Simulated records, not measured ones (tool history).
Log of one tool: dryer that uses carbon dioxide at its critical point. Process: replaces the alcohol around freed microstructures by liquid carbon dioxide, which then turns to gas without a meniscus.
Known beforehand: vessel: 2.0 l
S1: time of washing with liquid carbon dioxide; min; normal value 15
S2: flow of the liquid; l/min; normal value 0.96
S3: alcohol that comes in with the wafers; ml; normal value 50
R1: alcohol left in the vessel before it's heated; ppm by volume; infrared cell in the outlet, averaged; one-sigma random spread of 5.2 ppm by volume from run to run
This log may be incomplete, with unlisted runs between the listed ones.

Run 1, day 0: usual settings. Result: R1 150 ppm by volume.
Run 2, day 0.575: usual settings. Result: R1 154 ppm by volume.
Run 3, day 1.171: usual settings. Result: R1 149 ppm by volume.
Run 4, day 1.488: usual settings. Result: R1 160 ppm by volume.
Run 5, day 1.942: usual settings. Result: R1 151 ppm by volume.
Run 6, day 2.383: usual settings. Result: R1 162 ppm by volume.
Run 7, day 2.671: usual settings. Result: R1 164 ppm by volume.
Run 8, day 3.075: usual settings. Result: R1 157 ppm by volume.
Run 9, day 3.367: usual settings. Result: R1 162 ppm by volume.
Run 10, day 3.817: usual settings. Result: R1 170 ppm by volume.
Run 11, day 4.279: usual settings but S3 75 ml. Result: R1 224 ppm by volume.
Run 12, day 4.838: usual settings but S3 75 ml. Result: R1 221 ppm by volume.
Run 13, day 5.279: usual settings but S2 0.596 l/min. Result: R1 888 ppm by volume.
Run 14, day 5.729: usual settings but S2 0.596 l/min. Result: R1 919 ppm by volume.
Run 15, day 6.042: usual settings but S1 11 min, S2 1.298 l/min. Result: R1 180 ppm by volume.
Run 16, day 6.446: usual settings but S1 11 min, S2 1.298 l/min. Result: R1 187 ppm by volume.
Run 17, day 6.929: usual settings but S1 9 min, S2 1.298 l/min. Result: R1 371 ppm by volume.
Run 18, day 7.321: usual settings but S1 9 min, S2 1.298 l/min. Result: R1 372 ppm by volume.
Run 19, day 7.658: usual settings but S1 14 min, S2 0.928 l/min. Result: R1 253 ppm by volume.
Run 20, day 8.108: usual settings but S2 1.036 l/min. Result: R1 155 ppm by volume.
Run 21, day 8.4: usual settings but S2 0.579 l/min, S3 32 ml. Result: R1 671 ppm by volume.
Run 22, day 8.9: usual settings but S2 0.579 l/min, S3 32 ml. Result: R1 698 ppm by volume.
Run 23, day 9.483: usual settings but S1 20 min, S2 0.579 l/min, S3 91 ml. Result: R1 664 ppm by volume.

Alternative continuations, all from the tool just after run 23; predict every row:
Run A, day 9.762: usual settings but S1 20 min, S2 1.401 l/min, S3 91 ml. Result: R1 ?.
Run B, day 9.762: usual settings but S1 20 min, S2 0.579 l/min, S3 33 ml. Result: R1 ?.
Run C, day 9.762: usual settings but S1 16 min, S2 0.579 l/min, S3 93 ml. Result: R1 ?.
Run D, day 9.762: usual settings but S1 21 min, S2 0.579 l/min, S3 60 ml. Result: R1 ?.

run    R1
  A    88
  B   289
  C  1444
  D   394
With no hidden state in the tool, these same runs would have given:
run    R1
  A     0
  B   169
  C  1172
  D   252
